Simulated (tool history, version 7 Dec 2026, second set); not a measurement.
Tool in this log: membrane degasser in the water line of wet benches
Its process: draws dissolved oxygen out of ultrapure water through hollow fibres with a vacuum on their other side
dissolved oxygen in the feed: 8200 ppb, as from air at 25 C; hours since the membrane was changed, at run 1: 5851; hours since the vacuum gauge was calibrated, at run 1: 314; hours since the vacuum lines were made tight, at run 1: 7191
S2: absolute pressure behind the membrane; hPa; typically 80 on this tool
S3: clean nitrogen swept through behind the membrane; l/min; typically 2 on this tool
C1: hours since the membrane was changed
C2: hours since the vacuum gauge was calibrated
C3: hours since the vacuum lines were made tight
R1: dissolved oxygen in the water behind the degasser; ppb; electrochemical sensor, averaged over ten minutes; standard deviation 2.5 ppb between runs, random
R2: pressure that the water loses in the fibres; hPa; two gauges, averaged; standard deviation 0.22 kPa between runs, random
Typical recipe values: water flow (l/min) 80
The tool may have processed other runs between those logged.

run 1 hour=0 | water_flow_(l/min)=80 S2=80 S3=2 | C1=5851 C2=314 C3=7191 | R1=386.9 R2=570.5
run 2 hour=192.2 | water_flow_(l/min)=80 S2=80 S3=2 | C1=6044 C2=506 C3=7383 | R1=380.1 R2=566.9
run 3 hour=321 | water_flow_(l/min)=80 S2=135.4 S3=2 | C1=6172 C2=635 C3=7512 | R1=769.4 R2=565.6
run 4 hour=539.3 | water_flow_(l/min)=80 S2=60.6 S3=2 | C1=6391 C2=854 C3=7730 | R1=241 R2=569.3
-- hour=554.9 seals of the vacuum lines changed
run 5 hour=691.5 | water_flow_(l/min)=80 S2=60.6 S3=2 | C1=6541 C2=1004 C3=137 | R1=247.6 R2=567.3
run 6 hour=975.8 | water_flow_(l/min)=80 S2=80 S3=2 | C1=6825 C2=1288 C3=421 | R1=392.7 R2=570.8
run 7 hour=1234.3 | water_flow_(l/min)=80 S2=80 S3=2 | C1=7084 C2=1547 C3=679 | R1=392.3 R2=568.7
run 8 hour=1469.2 | water_flow_(l/min)=51 S2=80 S3=2 | C1=7318 C2=1781 C3=914 | R1=267.9 R2=365
run 9 hour=1732.8 | water_flow_(l/min)=51 S2=80 S3=2 | C1=7582 C2=2045 C3=1178 | R1=270.8 R2=363.6
run 10 hour=2000.9 | water_flow_(l/min)=80 S2=80 S3=1.88 | C1=7850 C2=2313 C3=1446 | R1=411.7 R2=572
run 11 hour=2178.5 | water_flow_(l/min)=80 S2=110.1 S3=2 | C1=8028 C2=2491 C3=1624 | R1=614.3 R2=575.1
run 12 hour=2308 | water_flow_(l/min)=80 S2=80 S3=2 | C1=8157 C2=2620 C3=1753 | R1=399.6 R2=568.7
run 13 hour=2500.3 | water_flow_(l/min)=80 S2=80 S3=2 | C1=8350 C2=2813 C3=1945 | R1=401 R2=573.6
run 14 hour=2632.7 | water_flow_(l/min)=80 S2=110.7 S3=2 | C1=8482 C2=2945 C3=2078 | R1=618.4 R2=571.1
run 15 hour=2885.1 | water_flow_(l/min)=80 S2=110.7 S3=2 | C1=8734 C2=3197 C3=2330 | R1=623 R2=571.2
run 16 hour=3068.7 | water_flow_(l/min)=80 S2=80 S3=4.31 | C1=8918 C2=3381 C3=2514 | R1=221.9 R2=573.7
run 17 hour=3326.8 | water_flow_(l/min)=75 S2=132.6 S3=2 | C1=9176 C2=3639 C3=2772 | R1=730.4 R2=543.2
run 18 hour=3486 | water_flow_(l/min)=75 S2=132.6 S3=2 | C1=9335 C2=3798 C3=2931 | R1=738.3 R2=536.8
run 19 hour=3795 | water_flow_(l/min)=80 S2=168.2 S3=1.17 | C1=9644 C2=4107 C3=3240 | R1=1449.2 R2=574.9
run 20 hour=3937.2 | water_flow_(l/min)=80 S2=168.2 S3=1.17 | C1=9786 C2=4249 C3=3382 | R1=1459.8 R2=570.7
run 21 hour=4243.5 | water_flow_(l/min)=80 S2=168.2 S3=1.17 | C1=10093 C2=4556 C3=3689 | R1=1454 R2=578.6
run 22 hour=4548.9 | water_flow_(l/min)=65 S2=168.2 S3=0.98 | C1=10398 C2=4861 C3=3994 | R1=1437.3 R2=468.9
run 23 hour=4694.6 | water_flow_(l/min)=76 S2=80 S3=1.94 | C1=10544 C2=5007 C3=4140 | R1=405.5 R2=550.1
run 24 hour=4896 | water_flow_(l/min)=80 S2=199.7 S3=2.39 | C1=10745 C2=5208 C3=4341 | R1=1071.8 R2=578.5
run 25 hour=5208.8 | water_flow_(l/min)=51 S2=49.1 S3=1.45 | C1=11058 C2=5521 C3=4654 | R1=155.6 R2=362.4
run 26 hour=5400.7 | water_flow_(l/min)=51 S2=49.1 S3=1.45 | C1=11250 C2=5713 C3=4846 | R1=153.7 R2=368.5

The next listed run, before its measurement:
run 27 hour=5629.1 | water_flow_(l/min)=51 S2=49.1 S3=1.45 | C1=11478 C2=5941 C3=5074 | R1=? R2=?

{"run 27": {"R1": 156.5, "R2": 371.3}}
Minus the tool's unlogged condition, the same run would have read R1 126.9 ppb, R2 355.9 hPa.

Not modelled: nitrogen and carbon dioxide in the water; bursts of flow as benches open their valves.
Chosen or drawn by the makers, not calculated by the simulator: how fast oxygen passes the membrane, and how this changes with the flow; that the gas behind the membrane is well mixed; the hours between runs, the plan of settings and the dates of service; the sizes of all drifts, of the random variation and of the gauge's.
